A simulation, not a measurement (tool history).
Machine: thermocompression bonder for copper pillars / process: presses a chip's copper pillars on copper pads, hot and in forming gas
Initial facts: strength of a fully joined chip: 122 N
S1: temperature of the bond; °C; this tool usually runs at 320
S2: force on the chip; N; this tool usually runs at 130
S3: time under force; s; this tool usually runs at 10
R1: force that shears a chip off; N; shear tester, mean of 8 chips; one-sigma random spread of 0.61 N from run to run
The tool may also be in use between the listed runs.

Run 1, hour 0: usual settings. Result: R1 89.7 N.
Run 2, hour 39.3: usual settings but S3 8 s. Result: R1 85.1 N.
Run 3, hour 74.9: usual settings but S3 8 s. Result: R1 85.3 N.
Run 4, hour 94.9: usual settings. Result: R1 89.3 N.
Run 5, hour 122.4: usual settings. Result: R1 89.2 N.
Run 6, hour 147.6: usual settings but S1 299 °C. Result: R1 72.4 N.
Run 7, hour 196.9: usual settings but S1 299 °C. Result: R1 73.9 N.
Run 8, hour 238.4: usual settings. Result: R1 88.4 N.
Run 9, hour 283.5: usual settings but S1 298 °C. Result: R1 72.6 N.
Run 10, hour 333.2: usual settings but S1 298 °C. Result: R1 71.4 N.
Run 11, hour 366.9: usual settings but S1 337 °C, S2 117 N, S3 23 s. Result: R1 110.9 N.
Run 12, hour 388.7: usual settings but S1 295 °C, S2 112 N, S3 9 s. Result: R1 61.7 N.
Run 13, hour 417.6: usual settings but S1 295 °C, S2 112 N, S3 9 s. Result: R1 61.3 N.
Run 14, hour 450.3: usual settings but S1 317 °C, S2 112 N, S3 27 s. Result: R1 101.1 N.
Run 15, hour 497.2: usual settings but S1 324 °C, S2 138 N, S3 23 s. Result: R1 108.6 N.
Run 16, hour 527.8: usual settings but S1 324 °C, S2 94 N, S3 21 s. Result: R1 94.4 N.

Not shown here: 1 entry made in the log between runs. Locate each between two listed runs and compare the hidden state at the listed run before it with the hidden state at the listed run after it:
In the gap between runs 10 and 11: force cell calibrated (hour 362.4)
  force that reaches the chip, % of what is set: 99.9 -> 100; oxide that the forming gas leaves, % of the face: 0.61 -> 0.62
